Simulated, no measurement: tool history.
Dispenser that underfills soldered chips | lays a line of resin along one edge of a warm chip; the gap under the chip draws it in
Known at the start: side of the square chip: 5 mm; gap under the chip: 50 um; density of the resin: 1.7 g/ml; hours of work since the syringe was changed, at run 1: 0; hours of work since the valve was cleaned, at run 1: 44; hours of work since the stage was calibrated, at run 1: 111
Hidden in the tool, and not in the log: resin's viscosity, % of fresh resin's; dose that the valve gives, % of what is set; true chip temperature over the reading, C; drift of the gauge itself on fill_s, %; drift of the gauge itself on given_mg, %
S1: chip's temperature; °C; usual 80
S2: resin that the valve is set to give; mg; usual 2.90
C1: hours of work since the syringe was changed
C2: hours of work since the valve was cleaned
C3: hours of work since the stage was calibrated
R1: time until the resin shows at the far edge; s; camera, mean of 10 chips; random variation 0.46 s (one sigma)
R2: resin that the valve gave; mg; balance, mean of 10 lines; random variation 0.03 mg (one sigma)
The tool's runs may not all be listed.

Run 1, hour 0.0: usual settings; C1 0; C2 44; C3 111. Result: R1 34.3 s, R2 2.83 mg.
Run 2, hour 8.5: usual settings but S2 2.70 mg; C1 7; C2 51; C3 118. Result: R1 53.7 s, R2 2.60 mg.
At hour 11.6: new syringe of resin.
Run 3, hour 13.3: usual settings but S2 2.70 mg; C1 1; C2 54; C3 121. Result: R1 39.3 s, R2 2.60 mg.
Run 4, hour 22.6: usual settings; C1 8; C2 61; C3 128. Result: R1 58.9 s, R2 2.78 mg.
At hour 23.4: new syringe of resin.
Run 5, hour 30.9: usual settings; C1 6; C2 67; C3 134. Result: R1 50.2 s, R2 2.76 mg.
At hour 35.0: new syringe of resin.
Run 6, hour 35.8: usual settings but S2 3.52 mg; C1 1; C2 71; C3 138. Result: R1 35.4 s, R2 3.34 mg.
Run 7, hour 42.3: usual settings but S2 3.52 mg; C1 5; C2 76; C3 143. Result: R1 48.1 s, R2 3.34 mg.
At hour 47.4: new syringe of resin.
Run 8, hour 52.1: usual settings; C1 4; C2 83; C3 150. Result: R1 43.8 s, R2 2.72 mg.
Run 9, hour 58.4: usual settings; C1 8; C2 88; C3 155. Result: R1 58.3 s, R2 2.71 mg.
At hour 59.5: new syringe of resin.
Run 10, hour 64.3: usual settings but S1 68 °C; C1 4; C2 92; C3 159. Result: R1 67.3 s, R2 2.72 mg.
Run 11, hour 70.7: usual settings but S1 68 °C; C1 8; C2 97; C3 164. Result: R1 92.0 s, R2 2.73 mg.
At hour 71.8: new syringe of resin.
Run 12, hour 80.0: usual settings but S1 92 °C, S2 3.02 mg; C1 6; C2 103; C3 170. Result: R1 33.9 s, R2 2.82 mg.
At hour 83.6: new syringe of resin.
Run 13, hour 89.6: usual settings; C1 5; C2 110; C3 177. Result: R1 44.3 s, R2 2.69 mg.
At hour 95.2: new syringe of resin.
Run 14, hour 99.5: usual settings but S1 72 °C, S2 2.89 mg; C1 3; C2 118; C3 185. Result: R1 58.3 s, R2 2.65 mg.
At hour 107.0: new syringe of resin.
Run 15, hour 107.3: usual settings but S1 72 °C, S2 2.89 mg; C1 0; C2 123; C3 190. Result: R1 47.6 s, R2 2.64 mg.
At hour 110.9: dispensing valve cleaned and set on the balance.
Run 16, hour 117.5: usual settings but S1 72 °C, S2 2.89 mg; C1 7; C2 5; C3 197. Result: R1 71.7 s, R2 2.88 mg.
At hour 120.3: new syringe of resin.
Run 17, hour 123.5: usual settings but S1 65 °C, S2 3.56 mg; C1 2; C2 9; C3 202. Result: R1 67.7 s, R2 3.52 mg.
Run 18, hour 129.0: usual settings but S1 94 °C, S2 2.82 mg; C1 7; C2 13; C3 206. Result: R1 31.8 s, R2 2.78 mg.
At hour 132.3: new syringe of resin.
Run 19, hour 133.6: usual settings but S2 3.01 mg; C1 1; C2 17; C3 209. Result: R1 35.0 s, R2 3.03 mg.
Run 20, hour 141.2: usual settings but S2 3.01 mg; C1 7; C2 22; C3 215. Result: R1 50.7 s, R2 2.94 mg.
At hour 144.2: new syringe of resin.
Run 21, hour 146.7: usual settings but S1 90 °C, S2 3.04 mg; C1 2; C2 26; C3 219. Result: R1 26.4 s, R2 2.93 mg.
At hour 156.0: new syringe of resin.
Run 22, hour 156.0: usual settings but S1 90 °C, S2 3.04 mg; C1 0; C2 33; C3 225. Result: R1 23.5 s, R2 2.99 mg.

4 ways to go on from here, each from the tool as it stands after run 22. What would each give?
Run A, hour 163.0: usual settings but S1 77 °C, S2 3.44 mg; C1 5; C2 38; C3 231. Result: R1 ?, R2 ?.
Run B, hour 163.0: usual settings but S1 87 °C, S2 3.66 mg; C1 5; C2 38; C3 231. Result: R1 ?, R2 ?.
Run C, hour 163.0: usual settings but S1 75 °C, S2 3.43 mg; C1 5; C2 38; C3 231. Result: R1 ?, R2 ?.
Run D, hour 163.0: usual settings but S1 77 °C, S2 2.53 mg; C1 5; C2 38; C3 231. Result: R1 ?, R2 ?.

run    R1    R2
  A  51.5  3.37
  B  36.2  3.58
  C  55.0  3.29
  D  56.0  2.44
Without the tool's hidden state the same runs would have given:
run    R1    R2
  A  38.3  3.46
  B  27.0  3.68
  C  40.9  3.38
  D  41.2  2.51
